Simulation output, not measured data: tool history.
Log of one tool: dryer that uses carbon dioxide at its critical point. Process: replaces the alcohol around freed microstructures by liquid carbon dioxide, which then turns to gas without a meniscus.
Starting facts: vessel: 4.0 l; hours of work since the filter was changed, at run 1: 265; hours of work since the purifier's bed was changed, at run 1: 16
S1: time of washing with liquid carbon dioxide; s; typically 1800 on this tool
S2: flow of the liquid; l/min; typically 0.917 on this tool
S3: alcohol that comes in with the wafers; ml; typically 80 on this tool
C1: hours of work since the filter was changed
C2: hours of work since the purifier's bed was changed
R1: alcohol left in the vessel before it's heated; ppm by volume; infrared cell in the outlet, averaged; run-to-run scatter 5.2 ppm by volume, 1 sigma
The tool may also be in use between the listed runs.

| run | hour | S1 | S2 | S3 | C1 | C2 | R1 |
|---|---|---|---|---|---|---|---|
| 1 | 0 | 1800 | 0.917 | 80 | 265 | 16 | 128 |
| 2 | 15.3 | 1800 | 0.917 | 80 | 273 | 24 | 122 |
| 3 | 26.7 | 1800 | 0.917 | 80 | 279 | 30 | 134 |
| 4 | 38.6 | 1800 | 0.917 | 80 | 285 | 36 | 143 |
| 5 | 54.9 | 1800 | 0.917 | 80 | 293 | 45 | 140 |
| 6 | 67.7 | 1800 | 0.917 | 80 | 300 | 52 | 143 |
| 7 | 85 | 1800 | 0.917 | 80 | 309 | 60 | 143 |
| 8 | 94.2 | 1920 | 0.917 | 80 | 314 | 65 | 118 |
| 9 | 106.6 | 1800 | 0.917 | 80 | 320 | 72 | 157 |
| 10 | 113.6 | 2460 | 0.917 | 80 | 324 | 75 | 47 |
| 11 | 130 | 2460 | 0.917 | 80 | 332 | 84 | 52 |
| 12 | 140.2 | 2460 | 0.917 | 80 | 337 | 89 | 70 |
| 13 | 154 | 2460 | 1.512 | 80 | 345 | 96 | 39 |
| 14 | 164 | 2460 | 1.512 | 80 | 350 | 101 | 47 |
| 15 | 172.8 | 1980 | 1.512 | 26 | 354 | 106 | 46 |
| 16 | 182 | 2580 | 1.192 | 22 | 359 | 111 | 44 |
| 17 | 193.1 | 1800 | 0.858 | 43 | 365 | 116 | 148 |
| 18 | 202 | 1800 | 1.467 | 25 | 369 | 121 | 40 |
| 19 | 212.6 | 1200 | 0.637 | 25 | 375 | 127 | 683 |
| 20 | 222.9 | 1200 | 0.637 | 25 | 380 | 132 | 704 |
| 21 | 237.3 | 2460 | 0.734 | 80 | 388 | 139 | 141 |
| 22 | 244.3 | 1140 | 0.734 | 80 | 391 | 143 | 1739 |
| 23 | 253.9 | 1320 | 1.148 | 34 | 396 | 148 | 145 |
| 24 | 264.4 | 1320 | 1.148 | 34 | 402 | 153 | 149 |
| 25 | 277.3 | 1800 | 0.673 | 54 | 408 | 160 | 454 |
| 26 | 287 | 1500 | 1.555 | 22 | 413 | 165 | 69 |

Each run again, without the hidden state but with its own random variation kept:
Hidden state present: flow that reaches the vessel past the clogged filter, %; alcohol in the recycled carbon dioxide, ppm; drift of the gauge itself on alcohol_ppm, %.
| run | R1 |
|---|---|
| 1 | 87 |
| 2 | 76 |
| 3 | 85 |
| 4 | 89 |
| 5 | 83 |
| 6 | 82 |
| 7 | 78 |
| 8 | 61 |
| 9 | 86 |
| 10 | 10 |
| 11 | 11 |
| 12 | 28 |
| 13 | 2 |
| 14 | 9 |
| 15 | 7 |
| 16 | 3 |
| 17 | 66 |
| 18 | 0 |
| 19 | 501 |
| 20 | 515 |
| 21 | 49 |
| 22 | 1277 |
| 23 | 58 |
| 24 | 59 |
| 25 | 264 |
| 26 | 7 |
